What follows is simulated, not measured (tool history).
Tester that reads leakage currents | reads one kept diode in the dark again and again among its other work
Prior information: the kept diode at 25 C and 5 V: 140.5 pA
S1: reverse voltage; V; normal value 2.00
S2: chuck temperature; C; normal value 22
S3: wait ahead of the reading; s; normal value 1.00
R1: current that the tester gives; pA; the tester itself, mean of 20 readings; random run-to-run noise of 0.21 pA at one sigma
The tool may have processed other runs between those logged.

run,day,S1,S2,S3,R1
1,0.000,2.00,22,1.00,71.93
2,5.688,2.00,29,1.00,123.07
3,10.550,2.00,29,0.53,124.15
4,13.692,2.00,29,0.53,125.07
5,16.729,2.00,22,1.27,73.88
6,19.496,13.97,22,1.00,213.08
7,22.883,13.97,22,1.00,213.91
8,27.396,13.97,22,1.00,215.11
9,31.112,2.00,22,8.91,74.52
10,36.788,2.00,22,1.00,75.56
11,39.417,2.00,22,1.00,75.99
12,42.096,2.00,22,1.00,76.02
13,48.358,2.00,21,1.00,71.37
14,52.746,2.00,22,2.00,77.05
15,58.500,2.00,22,1.00,77.42
16,63.200,2.00,22,1.00,77.77
17,66.158,2.00,49,1.00,533.14
18,70.350,2.00,49,1.00,535.67
19,74.242,2.00,49,1.00,532.95
20,80.329,2.00,49,1.00,537.27
21,85.504,2.00,49,1.00,489.44
22,90.438,2.00,49,1.00,490.89
23,96.317,2.24,26,1.00,100.70
24,99.729,5.21,22,1.00,115.42
25,105.125,2.00,45,8.92,380.34
26,108.679,2.00,45,8.92,380.78
27,111.496,4.44,37,0.98,331.03
28,117.917,5.89,22,7.28,125.05
29,124.033,1.25,22,1.00,56.52
30,126.812,1.16,22,4.69,53.99
31,130.150,1.16,22,4.69,54.74
32,136.471,1.47,24,0.70,72.70
33,139.629,4.62,57,1.00,1329.58
34,143.004,1.80,35,5.47,183.84
35,148.517,10.76,35,7.28,470.77
36,153.617,9.14,39,7.28,578.07
37,158.862,9.14,39,7.28,575.69
38,163.288,6.03,44,7.28,661.37
39,167.271,6.03,44,7.28,666.09
40,171.921,1.77,53,6.49,640.65

Put back what was entered between runs (3 entries, withheld): which listed runs does each sit between, and how does the hidden state differ from the listed run before to the listed run after?
From run 18 to run 19: probe card cleaned and baked (day 71.012)
  stray current of the dirty probe card, pA a volt: 1.56 -> 1.907; current scale over the true one, %: -1.01 -> -1.04; true chuck temperature over the reading, C: 1.15 -> 1.2
  the result without the hidden state subtracted from the measured one, R1: +37.42 -> +39.14 pA
From run 20 to run 21: probe card cleaned and baked, once more (day 83.875); chuck's temperature calibrated (day 83.958)
  stray current of the dirty probe card, pA a volt: 1.961 -> 0.036; current scale over the true one, %: -1.1 -> -1.15; true chuck temperature over the reading, C: 1.27 -> -0.03
  the result without the hidden state subtracted from the measured one, R1: +41.60 -> -6.51 pA
